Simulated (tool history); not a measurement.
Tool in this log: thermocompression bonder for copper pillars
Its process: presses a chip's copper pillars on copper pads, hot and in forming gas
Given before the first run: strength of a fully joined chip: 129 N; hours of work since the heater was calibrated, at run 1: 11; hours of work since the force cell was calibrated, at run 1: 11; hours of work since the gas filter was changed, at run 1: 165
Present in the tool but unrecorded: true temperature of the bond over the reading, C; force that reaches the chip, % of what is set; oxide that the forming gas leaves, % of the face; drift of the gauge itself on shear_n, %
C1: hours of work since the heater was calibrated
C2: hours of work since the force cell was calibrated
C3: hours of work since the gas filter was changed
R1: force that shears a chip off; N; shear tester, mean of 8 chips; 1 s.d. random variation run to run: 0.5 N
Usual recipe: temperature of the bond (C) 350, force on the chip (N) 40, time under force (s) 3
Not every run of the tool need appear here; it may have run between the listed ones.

Run 1, hour 0.0: usual settings; C1 11; C2 11; C3 165. Result: R1 78.4 N.
Run 2, hour 23.3: usual settings but temperature of the bond (C) 346; C1 29; C2 29; C3 183. Result: R1 77.8 N.
Run 3, hour 53.7: usual settings but time under force (s) 5; C1 53; C2 53; C3 207. Result: R1 90.6 N.
Run 4, hour 75.4: usual settings but time under force (s) 5; C1 69; C2 69; C3 224. Result: R1 90.6 N.
At hour 107.7: forming gas filter changed.
Run 5, hour 122.5: usual settings but time under force (s) 5; C1 105; C2 105; C3 11. Result: R1 94.1 N.
Run 6, hour 160.1: usual settings but time under force (s) 5; C1 134; C2 134; C3 40. Result: R1 92.4 N.
Run 7, hour 208.2: usual settings but temperature of the bond (C) 362; C1 171; C2 171; C3 77. Result: R1 87.2 N.
Run 8, hour 237.7: usual settings but temperature of the bond (C) 362; C1 194; C2 194; C3 100. Result: R1 86.3 N.
Run 9, hour 265.8: usual settings but temperature of the bond (C) 362, force on the chip (N) 38; C1 216; C2 216; C3 122. Result: R1 83.5 N.
Run 10, hour 314.4: usual settings but temperature of the bond (C) 362, force on the chip (N) 38; C1 253; C2 253; C3 159. Result: R1 82.7 N.
Run 11, hour 340.3: usual settings but time under force (s) 2; C1 273; C2 273; C3 179. Result: R1 71.3 N.
Run 12, hour 388.7: usual settings but temperature of the bond (C) 362; C1 310; C2 310; C3 217. Result: R1 86.9 N.
Run 13, hour 418.5: usual settings but temperature of the bond (C) 362; C1 333; C2 333; C3 240. Result: R1 86.6 N.
At hour 428.4: forming gas filter changed.
Run 14, hour 442.7: usual settings; C1 352; C2 352; C3 11. Result: R1 81.4 N.
Run 15, hour 468.4: usual settings but temperature of the bond (C) 345, force on the chip (N) 59; C1 371; C2 371; C3 31. Result: R1 105.4 N.
Run 16, hour 504.2: usual settings but temperature of the bond (C) 338, force on the chip (N) 31, time under force (s) 7; C1 399; C2 399; C3 58. Result: R1 76.6 N.
Run 17, hour 548.5: usual settings but temperature of the bond (C) 362, force on the chip (N) 31, time under force (s) 5; C1 433; C2 433; C3 93. Result: R1 82.3 N.
Run 18, hour 572.1: usual settings but temperature of the bond (C) 339; C1 451; C2 451; C3 111. Result: R1 76.1 N.
Run 19, hour 605.3: usual settings but temperature of the bond (C) 326, force on the chip (N) 45, time under force (s) 5; C1 477; C2 477; C3 136. Result: R1 86.4 N.
Run 20, hour 654.5: usual settings but temperature of the bond (C) 340, force on the chip (N) 32, time under force (s) 5; C1 515; C2 515; C3 174. Result: R1 71.0 N.
Run 21, hour 690.1: usual settings but temperature of the bond (C) 324, force on the chip (N) 60, time under force (s) 4; C1 542; C2 542; C3 202. Result: R1 99.7 N.
Run 22, hour 735.1: usual settings but temperature of the bond (C) 328; C1 577; C2 577; C3 236. Result: R1 68.1 N.
At hour 747.5: forming gas filter changed.
Run 23, hour 782.7: usual settings but temperature of the bond (C) 329, force on the chip (N) 31, time under force (s) 6; C1 613; C2 613; C3 27. Result: R1 69.3 N.
Run 24, hour 830.5: usual settings but temperature of the bond (C) 324, time under force (s) 4; C1 650; C2 650; C3 64. Result: R1 73.9 N.
Run 25, hour 865.2: usual settings but temperature of the bond (C) 341, force on the chip (N) 35, time under force (s) 4; C1 677; C2 677; C3 91. Result: R1 74.3 N.
Run 26, hour 905.4: usual settings but temperature of the bond (C) 352, force on the chip (N) 47, time under force (s) 4; C1 708; C2 708; C3 122. Result: R1 99.5 N.
Run 27, hour 945.0: usual settings but temperature of the bond (C) 352, force on the chip (N) 47, time under force (s) 4; C1 738; C2 738; C3 152. Result: R1 99.3 N.

Forecast each of these 4 alternatives for the next run:
Run A, hour 986.4: usual settings but temperature of the bond (C) 352, force on the chip (N) 42, time under force (s) 2; C1 770; C2 770; C3 184. Result: R1 ?.
Run B, hour 986.4: usual settings but temperature of the bond (C) 352, force on the chip (N) 47, time under force (s) 5; C1 770; C2 770; C3 184. Result: R1 ?.
Run C, hour 986.4: usual settings but temperature of the bond (C) 375, force on the chip (N) 47, time under force (s) 2; C1 770; C2 770; C3 184. Result: R1 ?.
Run D, hour 986.4: usual settings but temperature of the bond (C) 329, force on the chip (N) 35, time under force (s) 8; C1 770; C2 770; C3 184. Result: R1 ?.

run     R1
  A   78.0
  B  104.2
  C   95.5
  D   82.8
With the hidden condition removed and each run's random variation left untouched, the same runs would have given:
run     R1
  A   76.5
  B  103.7
  C   94.9
  D   81.0

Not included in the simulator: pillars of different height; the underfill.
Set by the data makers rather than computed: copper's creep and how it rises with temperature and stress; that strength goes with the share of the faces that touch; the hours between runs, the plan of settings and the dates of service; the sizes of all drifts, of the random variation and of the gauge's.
